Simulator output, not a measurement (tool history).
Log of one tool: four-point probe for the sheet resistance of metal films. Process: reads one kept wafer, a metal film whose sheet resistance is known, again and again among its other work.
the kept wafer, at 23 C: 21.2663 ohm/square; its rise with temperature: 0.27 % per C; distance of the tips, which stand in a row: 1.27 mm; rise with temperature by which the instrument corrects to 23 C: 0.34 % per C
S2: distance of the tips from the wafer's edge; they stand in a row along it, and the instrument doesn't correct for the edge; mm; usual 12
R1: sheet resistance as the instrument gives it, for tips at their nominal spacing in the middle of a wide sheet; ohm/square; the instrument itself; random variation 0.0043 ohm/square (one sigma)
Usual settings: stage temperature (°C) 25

Run 1, hour 0: usual settings. Result: R1 21.364818 ohm/square.
Run 2, hour 28.1: usual settings. Result: R1 21.370152 ohm/square.
Run 3, hour 58.2: usual settings. Result: R1 21.372675 ohm/square.
Run 4, hour 90.9: usual settings. Result: R1 21.364824 ohm/square.
Run 5, hour 116.9: usual settings but S2 4 mm. Result: R1 22.322206 ohm/square.
Run 6, hour 147.3: usual settings. Result: R1 21.368749 ohm/square.
Run 7, hour 185.8: usual settings. Result: R1 21.360575 ohm/square.
Run 8, hour 214.6: usual settings but stage temperature (°C) 33. Result: R1 21.253678 ohm/square.
Run 9, hour 245.7: usual settings but stage temperature (°C) 33. Result: R1 21.256917 ohm/square.
Run 10, hour 270.5: usual settings but stage temperature (°C) 33, S2 62 mm. Result: R1 21.129853 ohm/square.
Run 11, hour 301.1: usual settings but stage temperature (°C) 33, S2 62 mm. Result: R1 21.125106 ohm/square.
Run 12, hour 322.5: usual settings but stage temperature (°C) 33, S2 62 mm. Result: R1 21.127974 ohm/square.
Run 13, hour 349.9: usual settings but stage temperature (°C) 33, S2 62 mm. Result: R1 21.125391 ohm/square.
Run 14, hour 386.2: usual settings but S2 7 mm. Result: R1 21.613706 ohm/square.
Run 15, hour 416: usual settings but S2 7 mm. Result: R1 21.614948 ohm/square.
Run 16, hour 438.4: usual settings but S2 7 mm. Result: R1 21.607509 ohm/square.
Run 17, hour 457.7: usual settings but S2 7 mm. Result: R1 21.607434 ohm/square.
Run 18, hour 490.3: usual settings. Result: R1 21.364318 ohm/square.
Run 19, hour 526.9: usual settings but S2 22 mm. Result: R1 21.281992 ohm/square.
Run 20, hour 566: usual settings. Result: R1 21.363867 ohm/square.
Run 21, hour 601.7: usual settings. Result: R1 21.356687 ohm/square.
Run 22, hour 620.9: usual settings. Result: R1 21.359624 ohm/square.
Run 23, hour 652.7: usual settings. Result: R1 21.368658 ohm/square.
Run 24, hour 688.4: usual settings but stage temperature (°C) 33, S2 4 mm. Result: R1 22.207081 ohm/square.
Run 25, hour 718.7: usual settings but stage temperature (°C) 26, S2 13 mm. Result: R1 21.330215 ohm/square.
Run 26, hour 741.6: usual settings but stage temperature (°C) 19, S2 13 mm. Result: R1 21.441095 ohm/square.
Run 27, hour 758.2: usual settings but S2 13 mm. Result: R1 21.351629 ohm/square.
Run 28, hour 788.1: usual settings but S2 13 mm. Result: R1 21.33697 ohm/square.
Run 29, hour 803.9: usual settings but stage temperature (°C) 35, S2 24 mm. Result: R1 21.129875 ohm/square.
Run 30, hour 836.8: usual settings but stage temperature (°C) 35, S2 24 mm. Result: R1 21.126616 ohm/square.
Run 31, hour 866.5: usual settings but stage temperature (°C) 35, S2 24 mm. Result: R1 21.123851 ohm/square.
Run 32, hour 895.7: usual settings but stage temperature (°C) 35, S2 24 mm. Result: R1 21.122263 ohm/square.
Run 33, hour 934.3: usual settings but S2 35 mm. Result: R1 21.244798 ohm/square.
Run 34, hour 970.4: usual settings but stage temperature (°C) 20. Result: R1 21.441364 ohm/square.
Run 35, hour 1007.8: usual settings but stage temperature (°C) 21, S2 23 mm. Result: R1 21.338736 ohm/square.
Run 36, hour 1042.9: usual settings but stage temperature (°C) 22, S2 5 mm. Result: R1 21.992478 ohm/square.
Run 37, hour 1073.9: usual settings but stage temperature (°C) 31, S2 19 mm. Result: R1 21.198046 ohm/square.
Run 38, hour 1109.2: usual settings but stage temperature (°C) 31, S2 19 mm. Result: R1 21.195202 ohm/square.
Run 39, hour 1145.5: usual settings but stage temperature (°C) 23, S2 5 mm. Result: R1 21.977003 ohm/square.
Run 40, hour 1180.7: usual settings but stage temperature (°C) 19, S2 18 mm. Result: R1 21.384723 ohm/square.
Run 41, hour 1197.8: usual settings but stage temperature (°C) 19, S2 18 mm. Result: R1 21.386975 ohm/square.
Run 42, hour 1218.6: usual settings but stage temperature (°C) 19, S2 18 mm. Result: R1 21.389355 ohm/square.
Run 43, hour 1251.1: usual settings but stage temperature (°C) 19, S2 18 mm. Result: R1 21.383331 ohm/square.
Run 44, hour 1288.8: usual settings but stage temperature (°C) 19, S2 18 mm. Result: R1 21.383915 ohm/square.
Run 45, hour 1328: usual settings but stage temperature (°C) 34, S2 53 mm. Result: R1 21.12397 ohm/square.

Forecast each of these 3 alternatives for the next run:
Run A, hour 1355: usual settings but stage temperature (°C) 33, S2 7 mm. Result: R1 ?.
Run B, hour 1355: usual settings but stage temperature (°C) 24, S2 6 mm. Result: R1 ?.
Run C, hour 1355: usual settings but stage temperature (°C) 34, S2 46 mm. Result: R1 ?.

run         R1
  A  21.488492
  B   21.75943
  C  21.119657
Without the tool's hidden state the same runs would have given:
run         R1
  A  21.486655
  B  21.757563
  C   21.11785
